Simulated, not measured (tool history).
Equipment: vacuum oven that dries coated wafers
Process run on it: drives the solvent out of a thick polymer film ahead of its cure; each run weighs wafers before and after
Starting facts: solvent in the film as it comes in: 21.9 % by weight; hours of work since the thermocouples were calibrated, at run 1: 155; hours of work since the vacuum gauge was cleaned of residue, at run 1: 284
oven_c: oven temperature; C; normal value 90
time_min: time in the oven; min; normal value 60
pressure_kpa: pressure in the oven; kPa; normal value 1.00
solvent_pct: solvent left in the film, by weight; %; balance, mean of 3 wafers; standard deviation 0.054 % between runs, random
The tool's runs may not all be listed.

| run | day | oven_c | time_min | pressure_kpa | hours of work since the thermocouples were calibrated | hours of work since the vacuum gauge was cleaned of residue | solvent_pct |
|---|---|---|---|---|---|---|---|
| 1 | 0.000 | 90 | 60 | 1.00 | 155 | 284 | 3.43 |
| 2 | 0.288 | 90 | 60 | 1.00 | 160 | 288 | 3.35 |
| 3 | 0.767 | 90 | 60 | 1.00 | 168 | 296 | 3.45 |
| 4 | 1.312 | 81 | 60 | 1.00 | 177 | 305 | 7.05 |
| 5 | 1.675 | 81 | 60 | 1.00 | 183 | 311 | 6.90 |
| 6 | 2.229 | 90 | 60 | 1.00 | 192 | 320 | 3.44 |
| 7 | 2.783 | 90 | 60 | 1.00 | 201 | 329 | 3.39 |
| 8 | 3.292 | 90 | 60 | 1.00 | 210 | 338 | 3.50 |
| 9 | 3.875 | 90 | 60 | 1.00 | 219 | 347 | 3.50 |
| 10 | 4.433 | 90 | 93 | 1.00 | 228 | 357 | 1.77 |
| 11 | 5.004 | 90 | 102 | 1.00 | 238 | 366 | 1.43 |
| 12 | 5.358 | 90 | 102 | 1.00 | 244 | 372 | 1.53 |
| 13 | 5.733 | 82 | 86 | 1.74 | 250 | 378 | 5.01 |
| 14 | 6.071 | 100 | 49 | 1.74 | 255 | 384 | 2.03 |
| 15 | 6.329 | 100 | 49 | 1.74 | 260 | 388 | 1.98 |
| 16 | 6.725 | 100 | 49 | 1.74 | 266 | 394 | 1.98 |
| 17 | 7.146 | 100 | 49 | 1.74 | 273 | 401 | 2.06 |
| 18 | 7.583 | 93 | 101 | 2.72 | 280 | 408 | 2.27 |
| 19 | 8.067 | 93 | 101 | 2.72 | 288 | 416 | 2.25 |
| 20 | 8.421 | 90 | 60 | 0.81 | 294 | 422 | 3.21 |
| 21 | 8.717 | 90 | 60 | 0.81 | 299 | 427 | 3.25 |
| 22 | 9.258 | 102 | 62 | 0.69 | 308 | 436 | 0.68 |

Predict each of these 5 candidate next runs independently; none follows another, all start after run 22:
| A | 9.571 | 92 | 47 | 1.25 | 313 | 441 | ? |
| B | 9.571 | 102 | 41 | 1.06 | 313 | 441 | ? |
| C | 9.571 | 105 | 38 | 1.18 | 313 | 441 | ? |
| D | 9.571 | 90 | 60 | 3.38 | 313 | 441 | ? |
| E | 9.571 | 90 | 103 | 2.23 | 313 | 441 | ? |

| run | solvent_pct |
|---|---|
| A | 4.13 |
| B | 1.82 |
| C | 1.42 |
| D | 5.06 |
| E | 2.41 |
What these runs would have given with no unlogged condition in the tool:
| run | solvent_pct |
|---|---|
| A | 4.11 |
| B | 1.81 |
| C | 1.42 |
| D | 5.04 |
| E | 2.40 |

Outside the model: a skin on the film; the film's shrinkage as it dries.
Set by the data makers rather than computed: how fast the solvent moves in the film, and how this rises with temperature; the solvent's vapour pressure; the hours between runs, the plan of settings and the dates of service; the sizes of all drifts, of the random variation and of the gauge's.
